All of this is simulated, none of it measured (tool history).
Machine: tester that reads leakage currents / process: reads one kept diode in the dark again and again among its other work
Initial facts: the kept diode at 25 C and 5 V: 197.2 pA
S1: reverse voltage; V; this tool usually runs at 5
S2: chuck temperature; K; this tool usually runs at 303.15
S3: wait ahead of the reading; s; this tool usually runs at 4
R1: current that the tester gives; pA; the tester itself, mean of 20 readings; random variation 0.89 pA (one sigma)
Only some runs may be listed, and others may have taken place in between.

run 1 hour=0 | S1=5 S2=303.15 S3=4 | R1=327.46
-- hour=19.7 tester calibrated
run 2 hour=136.7 | S1=5 S2=303.15 S3=4 | R1=323.18
run 3 hour=244.3 | S1=5 S2=303.15 S3=4 | R1=325.83
-- hour=301.4 probe card cleaned and baked
-- hour=446.3 chuck's temperature calibrated
run 4 hour=454.6 | S1=5 S2=303.15 S3=4 | R1=300.31
run 5 hour=597.1 | S1=5 S2=303.15 S3=4 | R1=304.68
run 6 hour=789.7 | S1=5 S2=303.15 S3=4 | R1=310.1
run 7 hour=961.8 | S1=5 S2=301.15 S3=4 | R1=269.58
run 8 hour=1169.5 | S1=5 S2=301.15 S3=4 | R1=273.57
run 9 hour=1272.3 | S1=5 S2=301.15 S3=4 | R1=275.53
-- hour=1395.3 chuck's temperature calibrated
run 10 hour=1475.4 | S1=5 S2=301.15 S3=4 | R1=262.33
run 11 hour=1665.6 | S1=3 S2=305.15 S3=3.41 | R1=281.38
run 12 hour=1832.2 | S1=5 S2=297.15 S3=4 | R1=199.75
run 13 hour=2061.4 | S1=5 S2=297.15 S3=4 | R1=204.41
-- hour=2234.8 probe card cleaned and baked
run 14 hour=2255.6 | S1=5 S2=324.15 S3=5.56 | R1=1489.79

Run 15, settings as shown, results not yet in. Your forecast:
-- hour=2350.5 chuck's temperature calibrated
run 15 hour=2439.4 | S1=1.01 S2=302.15 S3=0.59 | R1=?

Run 15 produced R1 127.59 pA.
With the hidden condition absent and the run-to-run variation left alone, this run would have shown R1 121.69 pA.
